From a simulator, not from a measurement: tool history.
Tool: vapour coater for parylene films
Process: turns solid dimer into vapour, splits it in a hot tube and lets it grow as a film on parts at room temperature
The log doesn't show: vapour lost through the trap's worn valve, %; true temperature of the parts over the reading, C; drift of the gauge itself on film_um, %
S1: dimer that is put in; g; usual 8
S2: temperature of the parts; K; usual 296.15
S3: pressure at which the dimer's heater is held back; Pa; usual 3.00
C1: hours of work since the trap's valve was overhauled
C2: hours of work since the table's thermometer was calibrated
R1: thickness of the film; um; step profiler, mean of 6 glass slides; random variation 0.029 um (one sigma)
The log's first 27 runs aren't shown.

{"run": 28, "hour": 615.7, "S1": 8, "S2": 289.15, "S3": 2.01, "C1": 377, "C2": 476, "R1": 2.92}
{"run": 29, "hour": 648.3, "S1": 8, "S2": 289.15, "S3": 2.07, "C1": 395, "C2": 494, "R1": 2.9}
{"hour": 665.5, "done": "trap's valve overhauled"}
{"run": 30, "hour": 684.1, "S1": 8, "S2": 289.15, "S3": 2.07, "C1": 10, "C2": 512, "R1": 3.12}
{"run": 31, "hour": 707.8, "S1": 10, "S2": 289.15, "S3": 3.62, "C1": 24, "C2": 526, "R1": 3.58}
{"run": 32, "hour": 734.1, "S1": 8, "S2": 305.15, "S3": 3.16, "C1": 39, "C2": 541, "R1": 2.0}
{"run": 33, "hour": 750.3, "S1": 8, "S2": 298.15, "S3": 8.17, "C1": 48, "C2": 550, "R1": 2.01}
{"run": 34, "hour": 778.0, "S1": 3, "S2": 298.15, "S3": 3.07, "C1": 64, "C2": 565, "R1": 0.88}
{"run": 35, "hour": 808.4, "S1": 3, "S2": 296.15, "S3": 3.07, "C1": 81, "C2": 583, "R1": 0.91}
{"run": 36, "hour": 823.3, "S1": 4, "S2": 296.15, "S3": 5.1, "C1": 89, "C2": 591, "R1": 1.18}
{"run": 37, "hour": 845.8, "S1": 4, "S2": 296.15, "S3": 5.1, "C1": 102, "C2": 604, "R1": 1.14}
{"run": 38, "hour": 873.4, "S1": 12, "S2": 288.15, "S3": 7.02, "C1": 117, "C2": 619, "R1": 3.93}
{"run": 39, "hour": 905.9, "S1": 10, "S2": 292.15, "S3": 10.63, "C1": 136, "C2": 638, "R1": 2.73}
{"run": 40, "hour": 928.7, "S1": 8, "S2": 303.15, "S3": 9.05, "C1": 149, "C2": 650, "R1": 1.79}
{"run": 41, "hour": 955.5, "S1": 8, "S2": 288.15, "S3": 2.58, "C1": 164, "C2": 666, "R1": 3.02}
{"run": 42, "hour": 970.6, "S1": 8, "S2": 288.15, "S3": 2.58, "C1": 172, "C2": 674, "R1": 3.04}
{"run": 43, "hour": 995.9, "S1": 6, "S2": 288.15, "S3": 2.58, "C1": 187, "C2": 688, "R1": 2.24}
{"run": 44, "hour": 1010.4, "S1": 6, "S2": 288.15, "S3": 2.58, "C1": 195, "C2": 697, "R1": 2.2}
{"run": 45, "hour": 1041.3, "S1": 6, "S2": 288.15, "S3": 2.58, "C1": 212, "C2": 714, "R1": 2.26}
{"run": 46, "hour": 1062.6, "S1": 12, "S2": 295.15, "S3": 4.23, "C1": 224, "C2": 726, "R1": 3.5}

5 ways to go on from here, each from the tool as it stands after run 46. What would each give?
{"run": "A", "hour": 1083.1, "S1": 5, "S2": 292.15, "S3": 7.82, "C1": 236, "C2": 738, "R1": "?"}
{"run": "B", "hour": 1083.1, "S1": 11, "S2": 292.15, "S3": 5.75, "C1": 236, "C2": 738, "R1": "?"}
{"run": "C", "hour": 1083.1, "S1": 6, "S2": 300.15, "S3": 5.91, "C1": 236, "C2": 738, "R1": "?"}
{"run": "D", "hour": 1083.1, "S1": 12, "S2": 304.15, "S3": 10.55, "C1": 236, "C2": 738, "R1": "?"}
{"run": "E", "hour": 1083.1, "S1": 12, "S2": 295.15, "S3": 3.63, "C1": 236, "C2": 738, "R1": "?"}

run=A R1=1.41
run=B R1=3.28
run=C R1=1.47
run=D R1=2.46
run=E R1=3.56
Without the tool's hidden state the same runs would have given:
run=A R1=1.50
run=B R1=3.50
run=C R1=1.57
run=D R1=2.63
run=E R1=3.80
